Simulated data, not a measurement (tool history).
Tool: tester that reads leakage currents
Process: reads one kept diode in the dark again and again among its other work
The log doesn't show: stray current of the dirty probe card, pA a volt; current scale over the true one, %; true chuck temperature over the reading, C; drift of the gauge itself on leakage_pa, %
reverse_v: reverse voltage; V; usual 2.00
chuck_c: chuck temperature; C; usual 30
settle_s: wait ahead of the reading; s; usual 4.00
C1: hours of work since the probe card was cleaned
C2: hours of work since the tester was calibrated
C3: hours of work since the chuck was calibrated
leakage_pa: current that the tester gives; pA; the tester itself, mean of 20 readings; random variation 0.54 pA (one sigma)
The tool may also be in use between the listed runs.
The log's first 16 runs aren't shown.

At hour 586.1: chuck's temperature calibrated.
Run 17, hour 593.5: usual settings but reverse_v 2.38 V; C1 1764; C2 1453; C3 5. Result: leakage_pa 199.73 pA.
Run 18, hour 618.3: usual settings but reverse_v 2.38 V; C1 1782; C2 1471; C3 23. Result: leakage_pa 200.04 pA.
At hour 669.6: probe card cleaned and baked.
Run 19, hour 669.6: usual settings but reverse_v 2.38 V; C1 0; C2 1505; C3 58. Result: leakage_pa 194.48 pA.
Run 20, hour 703.7: usual settings; C1 25; C2 1530; C3 83. Result: leakage_pa 176.81 pA.
Run 21, hour 751.8: usual settings but reverse_v 1.71 V, settle_s 0.65 s; C1 59; C2 1565; C3 117. Result: leakage_pa 162.10 pA.
Run 22, hour 800.7: usual settings but chuck_c 27 C; C1 94; C2 1600; C3 152. Result: leakage_pa 135.39 pA.
Run 23, hour 847.3: usual settings but chuck_c 27 C; C1 128; C2 1633; C3 186. Result: leakage_pa 134.42 pA.
Run 24, hour 887.9: usual settings but chuck_c 60 C, settle_s 6.51 s; C1 157; C2 1663; C3 215. Result: leakage_pa 1968.92 pA.
Run 25, hour 934.1: usual settings but chuck_c 60 C, settle_s 6.51 s; C1 191; C2 1696; C3 249. Result: leakage_pa 1967.21 pA.
Run 26, hour 969.6: usual settings but chuck_c 60 C, settle_s 6.51 s; C1 216; C2 1722; C3 274. Result: leakage_pa 1971.02 pA.
Run 27, hour 1017.7: usual settings but reverse_v 7.68 V, chuck_c 60 C, settle_s 0.90 s; C1 251; C2 1756; C3 309. Result: leakage_pa 4161.11 pA.
Run 28, hour 1057.7: usual settings but reverse_v 11.79 V, chuck_c 27 C, settle_s 0.90 s; C1 280; C2 1785; C3 338. Result: leakage_pa 362.09 pA.
Run 29, hour 1106.4: usual settings but reverse_v 11.79 V, chuck_c 27 C, settle_s 0.90 s; C1 315; C2 1820; C3 373. Result: leakage_pa 361.47 pA.
Run 30, hour 1161.3: usual settings but reverse_v 11.79 V, chuck_c 27 C, settle_s 0.90 s; C1 354; C2 1860; C3 412. Result: leakage_pa 361.14 pA.
Run 31, hour 1206.0: usual settings but chuck_c 49 C, settle_s 4.81 s; C1 387; C2 1892; C3 445. Result: leakage_pa 846.94 pA.
Run 32, hour 1239.4: usual settings but settle_s 1.50 s; C1 411; C2 1916; C3 469. Result: leakage_pa 173.23 pA.
Run 33, hour 1266.6: usual settings but reverse_v 15.68 V, chuck_c 24 C, settle_s 3.55 s; C1 430; C2 1936; C3 488. Result: leakage_pa 322.13 pA.
Run 34, hour 1293.2: usual settings but reverse_v 15.68 V, chuck_c 24 C, settle_s 3.55 s; C1 449; C2 1955; C3 507. Result: leakage_pa 322.22 pA.
Run 35, hour 1347.6: usual settings but reverse_v 15.68 V, chuck_c 24 C, settle_s 3.55 s; C1 489; C2 1994; C3 547. Result: leakage_pa 322.57 pA.
Run 36, hour 1399.4: usual settings but reverse_v 15.68 V, chuck_c 24 C, settle_s 3.55 s; C1 526; C2 2031; C3 584. Result: leakage_pa 324.16 pA.
Run 37, hour 1424.7: usual settings but reverse_v 1.33 V, chuck_c 22 C, settle_s 0.42 s; C1 544; C2 2050; C3 602. Result: leakage_pa 66.37 pA.
Run 38, hour 1458.4: usual settings but reverse_v 5.19 V, chuck_c 54 C, settle_s 7.69 s; C1 568; C2 2074; C3 626. Result: leakage_pa 2110.53 pA.
Run 39, hour 1490.9: usual settings but reverse_v 2.66 V, chuck_c 54 C, settle_s 1.06 s; C1 592; C2 2097; C3 650. Result: leakage_pa 1442.97 pA.

3 ways to go on from here, each from the tool as it stands after run 39. What would each give?
Run A, hour 1540.1: usual settings but reverse_v 2.66 V, chuck_c 23 C, settle_s 1.96 s; C1 627; C2 2133; C3 685. Result: leakage_pa ?.
Run B, hour 1540.1: usual settings but reverse_v 2.66 V, chuck_c 54 C, settle_s 2.99 s; C1 627; C2 2133; C3 685. Result: leakage_pa ?.
Run C, hour 1540.1: usual settings but reverse_v 2.66 V, chuck_c 54 C, settle_s 0.45 s; C1 627; C2 2133; C3 685. Result: leakage_pa ?.

run  leakage_pa
  A      106.86
  B     1447.97
  C     1441.35
Without the tool's hidden state the same runs would have given:
run  leakage_pa
  A      110.20
  B     1506.05
  C     1499.14
